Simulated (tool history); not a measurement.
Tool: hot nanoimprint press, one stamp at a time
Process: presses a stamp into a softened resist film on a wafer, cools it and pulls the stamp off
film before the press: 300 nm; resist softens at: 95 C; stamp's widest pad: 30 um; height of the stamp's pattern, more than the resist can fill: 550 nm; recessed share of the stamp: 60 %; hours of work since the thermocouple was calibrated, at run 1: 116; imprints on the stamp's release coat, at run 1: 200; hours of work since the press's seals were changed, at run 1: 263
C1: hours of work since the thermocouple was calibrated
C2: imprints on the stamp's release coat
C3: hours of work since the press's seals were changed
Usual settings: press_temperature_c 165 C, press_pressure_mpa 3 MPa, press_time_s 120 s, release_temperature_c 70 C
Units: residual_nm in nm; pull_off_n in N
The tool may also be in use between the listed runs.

{"run": 1, "hour": 0.0, "press_temperature_c": 165, "press_pressure_mpa": 3, "press_time_s": 120, "release_temperature_c": 70, "C1": 116, "C2": 200, "C3": 263, "residual_nm": 156.1, "pull_off_n": 229}
{"run": 2, "hour": 6.7, "press_temperature_c": 165, "press_pressure_mpa": 3, "press_time_s": 120, "release_temperature_c": 70, "C1": 122, "C2": 235, "C3": 268, "residual_nm": 155.2, "pull_off_n": 228}
{"run": 3, "hour": 13.5, "press_temperature_c": 165, "press_pressure_mpa": 3, "press_time_s": 120, "release_temperature_c": 70, "C1": 127, "C2": 270, "C3": 274, "residual_nm": 156.1, "pull_off_n": 229}
{"run": 4, "hour": 20.1, "press_temperature_c": 165, "press_pressure_mpa": 3, "press_time_s": 120, "release_temperature_c": 70, "C1": 133, "C2": 305, "C3": 279, "residual_nm": 155.4, "pull_off_n": 227}
{"run": 5, "hour": 26.1, "press_temperature_c": 165, "press_pressure_mpa": 3, "press_time_s": 120, "release_temperature_c": 70, "C1": 137, "C2": 336, "C3": 284, "residual_nm": 155.4, "pull_off_n": 227}
{"run": 6, "hour": 34.5, "press_temperature_c": 165, "press_pressure_mpa": 3, "press_time_s": 120, "release_temperature_c": 69, "C1": 144, "C2": 380, "C3": 290, "residual_nm": 154.9, "pull_off_n": 234}
{"run": 7, "hour": 44.5, "press_temperature_c": 165, "press_pressure_mpa": 2.05, "press_time_s": 120, "release_temperature_c": 69, "C1": 152, "C2": 432, "C3": 298, "residual_nm": 181.6, "pull_off_n": 234}
{"run": 8, "hour": 51.4, "press_temperature_c": 165, "press_pressure_mpa": 2.05, "press_time_s": 120, "release_temperature_c": 74, "C1": 158, "C2": 468, "C3": 304, "residual_nm": 181.4, "pull_off_n": 208}
{"run": 9, "hour": 57.8, "press_temperature_c": 165, "press_pressure_mpa": 2.05, "press_time_s": 120, "release_temperature_c": 74, "C1": 163, "C2": 501, "C3": 309, "residual_nm": 182.2, "pull_off_n": 209}
{"run": 10, "hour": 62.4, "press_temperature_c": 165, "press_pressure_mpa": 4.07, "press_time_s": 120, "release_temperature_c": 70, "C1": 166, "C2": 525, "C3": 313, "residual_nm": 135, "pull_off_n": 225}
{"run": 11, "hour": 70.4, "press_temperature_c": 166, "press_pressure_mpa": 3, "press_time_s": 120, "release_temperature_c": 70, "C1": 173, "C2": 567, "C3": 319, "residual_nm": 150.1, "pull_off_n": 227}
{"run": 12, "hour": 77.2, "press_temperature_c": 165, "press_pressure_mpa": 3, "press_time_s": 120, "release_temperature_c": 70, "C1": 178, "C2": 602, "C3": 324, "residual_nm": 155.4, "pull_off_n": 230}
{"run": 13, "hour": 86.1, "press_temperature_c": 154, "press_pressure_mpa": 3, "press_time_s": 120, "release_temperature_c": 70, "C1": 185, "C2": 648, "C3": 331, "residual_nm": 217.8, "pull_off_n": 227}
{"run": 14, "hour": 95.5, "press_temperature_c": 154, "press_pressure_mpa": 3, "press_time_s": 120, "release_temperature_c": 70, "C1": 193, "C2": 698, "C3": 339, "residual_nm": 216.8, "pull_off_n": 230}
{"run": 15, "hour": 103.4, "press_temperature_c": 165, "press_pressure_mpa": 4.56, "press_time_s": 120, "release_temperature_c": 70, "C1": 199, "C2": 739, "C3": 345, "residual_nm": 126.6, "pull_off_n": 228}
{"run": 16, "hour": 108.0, "press_temperature_c": 165, "press_pressure_mpa": 4.56, "press_time_s": 120, "release_temperature_c": 70, "C1": 203, "C2": 763, "C3": 349, "residual_nm": 128.6, "pull_off_n": 232}
{"run": 17, "hour": 114.0, "press_temperature_c": 165, "press_pressure_mpa": 4.56, "press_time_s": 120, "release_temperature_c": 70, "C1": 207, "C2": 794, "C3": 354, "residual_nm": 127.9, "pull_off_n": 228}
{"run": 18, "hour": 120.4, "press_temperature_c": 165, "press_pressure_mpa": 4.56, "press_time_s": 156, "release_temperature_c": 70, "C1": 213, "C2": 827, "C3": 359, "residual_nm": 115.7, "pull_off_n": 230}
{"run": 19, "hour": 130.2, "press_temperature_c": 163, "press_pressure_mpa": 3, "press_time_s": 120, "release_temperature_c": 70, "C1": 220, "C2": 878, "C3": 367, "residual_nm": 166.4, "pull_off_n": 226}
{"run": 20, "hour": 138.9, "press_temperature_c": 163, "press_pressure_mpa": 3, "press_time_s": 120, "release_temperature_c": 70, "C1": 227, "C2": 923, "C3": 374, "residual_nm": 166.3, "pull_off_n": 231}
{"run": 21, "hour": 148.8, "press_temperature_c": 163, "press_pressure_mpa": 3, "press_time_s": 120, "release_temperature_c": 70, "C1": 235, "C2": 975, "C3": 382, "residual_nm": 166, "pull_off_n": 223}
{"run": 22, "hour": 155.8, "press_temperature_c": 173, "press_pressure_mpa": 3.52, "press_time_s": 229, "release_temperature_c": 65, "C1": 241, "C2": 1012, "C3": 387, "residual_nm": 83.4, "pull_off_n": 257}
{"run": 23, "hour": 160.0, "press_temperature_c": 173, "press_pressure_mpa": 3.52, "press_time_s": 229, "release_temperature_c": 65, "C1": 244, "C2": 1033, "C3": 390, "residual_nm": 84.4, "pull_off_n": 254}
{"run": 24, "hour": 165.9, "press_temperature_c": 165, "press_pressure_mpa": 4.06, "press_time_s": 91, "release_temperature_c": 70, "C1": 249, "C2": 1064, "C3": 395, "residual_nm": 149.4, "pull_off_n": 233}
{"run": 25, "hour": 171.9, "press_temperature_c": 156, "press_pressure_mpa": 4.06, "press_time_s": 76, "release_temperature_c": 70, "C1": 254, "C2": 1095, "C3": 400, "residual_nm": 209.5, "pull_off_n": 231}
{"run": 26, "hour": 179.3, "press_temperature_c": 168, "press_pressure_mpa": 4.06, "press_time_s": 76, "release_temperature_c": 64, "C1": 260, "C2": 1134, "C3": 406, "residual_nm": 143.4, "pull_off_n": 260}
{"hour": 186.9, "done": "stamp cleaned and given a new release coat"}
{"run": 27, "hour": 190.2, "press_temperature_c": 168, "press_pressure_mpa": 4.06, "press_time_s": 76, "release_temperature_c": 64, "C1": 263, "C2": 17, "C3": 410, "residual_nm": 143.1, "pull_off_n": 262}
{"run": 28, "hour": 194.3, "press_temperature_c": 168, "press_pressure_mpa": 3.28, "press_time_s": 76, "release_temperature_c": 57, "C1": 267, "C2": 39, "C3": 413, "residual_nm": 157.6, "pull_off_n": 303}
{"run": 29, "hour": 204.4, "press_temperature_c": 165, "press_pressure_mpa": 3, "press_time_s": 123, "release_temperature_c": 58, "C1": 275, "C2": 91, "C3": 421, "residual_nm": 154.7, "pull_off_n": 296}
{"run": 30, "hour": 213.2, "press_temperature_c": 162, "press_pressure_mpa": 2.84, "press_time_s": 152, "release_temperature_c": 59, "C1": 282, "C2": 137, "C3": 428, "residual_nm": 162.9, "pull_off_n": 294}

Run 31 comes next. What will it give?
{"run": 31, "hour": 218.6, "press_temperature_c": 162, "press_pressure_mpa": 4.48, "press_time_s": 200, "release_temperature_c": 72, "C1": 286, "C2": 165, "C3": 432, "residual_nm": "?", "pull_off_n": "?"}

Run 31 gave residual_nm 119.9 nm, pull_off_n 217 N.
Without the tool's hidden state the same run would have given residual_nm 119.7 nm, pull_off_n 217 N.
